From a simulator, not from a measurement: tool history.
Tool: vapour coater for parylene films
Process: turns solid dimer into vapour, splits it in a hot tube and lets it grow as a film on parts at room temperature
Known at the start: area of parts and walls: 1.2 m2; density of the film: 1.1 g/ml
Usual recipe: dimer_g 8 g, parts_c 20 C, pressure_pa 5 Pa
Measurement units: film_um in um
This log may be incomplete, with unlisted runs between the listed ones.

run 1 hour=0 | dimer_g=8 parts_c=20 pressure_pa=5 | film_um=3.14
run 2 hour=75.2 | dimer_g=8 parts_c=20 pressure_pa=5 | film_um=3.07
run 3 hour=117.5 | dimer_g=8 parts_c=20 pressure_pa=5 | film_um=3
run 4 hour=161.2 | dimer_g=8 parts_c=20 pressure_pa=5 | film_um=2.99
run 5 hour=241.1 | dimer_g=8 parts_c=20 pressure_pa=5 | film_um=2.94
-- hour=285.3 trap's valve overhauled
run 6 hour=301.6 | dimer_g=8 parts_c=20 pressure_pa=5 | film_um=3.2
run 7 hour=341 | dimer_g=8 parts_c=20 pressure_pa=5 | film_um=3.13
run 8 hour=393.5 | dimer_g=8 parts_c=20 pressure_pa=5 | film_um=3.12
run 9 hour=433.5 | dimer_g=8 parts_c=20 pressure_pa=5 | film_um=3.02
run 10 hour=490.1 | dimer_g=8 parts_c=20 pressure_pa=5 | film_um=2.98

Run 11 is up next; what results do you expect?
run 11 hour=560.2 | dimer_g=6 parts_c=20 pressure_pa=8.32 | film_um=?

{"run 11": {"film_um": 2.02}}
The same run, on a tool lacking any hidden state, would have yielded film_um 2.25 um.

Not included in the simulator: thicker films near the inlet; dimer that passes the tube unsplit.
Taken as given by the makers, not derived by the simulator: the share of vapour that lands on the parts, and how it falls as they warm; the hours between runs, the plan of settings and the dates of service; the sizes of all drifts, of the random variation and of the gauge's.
